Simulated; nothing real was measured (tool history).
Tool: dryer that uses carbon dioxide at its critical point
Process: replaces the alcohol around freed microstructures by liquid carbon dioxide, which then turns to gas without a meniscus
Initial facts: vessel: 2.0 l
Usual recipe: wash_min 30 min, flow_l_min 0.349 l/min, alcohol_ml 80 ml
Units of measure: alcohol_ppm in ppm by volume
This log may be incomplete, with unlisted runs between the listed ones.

run,hour,wash_min,flow_l_min,alcohol_ml,alcohol_ppm
1,0.0,30,0.349,80,735
2,4.9,25,0.349,80,1369
3,9.7,25,0.349,80,1430
4,19.2,30,0.478,80,206
5,27.9,30,0.478,80,210
6,38.6,30,0.478,80,210
7,48.8,30,0.478,80,220
8,57.2,46,0.222,53,536
9,64.7,46,0.222,53,532
10,70.6,44,0.272,53,311
# hour 74.9: inlet filter changed
11,81.6,44,0.272,57,225
12,88.5,22,0.494,25,183

Each run again, without the hidden state but with its own random variation kept:
The tool's hidden condition here consists of: flow that reaches the vessel past the clogged filter, %; alcohol in the recycled carbon dioxide, ppm; drift of the gauge itself on alcohol_ppm, %.
run,alcohol_ppm
1,491
2,983
3,1021
4,108
5,108
6,102
7,109
8,331
9,322
10,170
11,181
12,138

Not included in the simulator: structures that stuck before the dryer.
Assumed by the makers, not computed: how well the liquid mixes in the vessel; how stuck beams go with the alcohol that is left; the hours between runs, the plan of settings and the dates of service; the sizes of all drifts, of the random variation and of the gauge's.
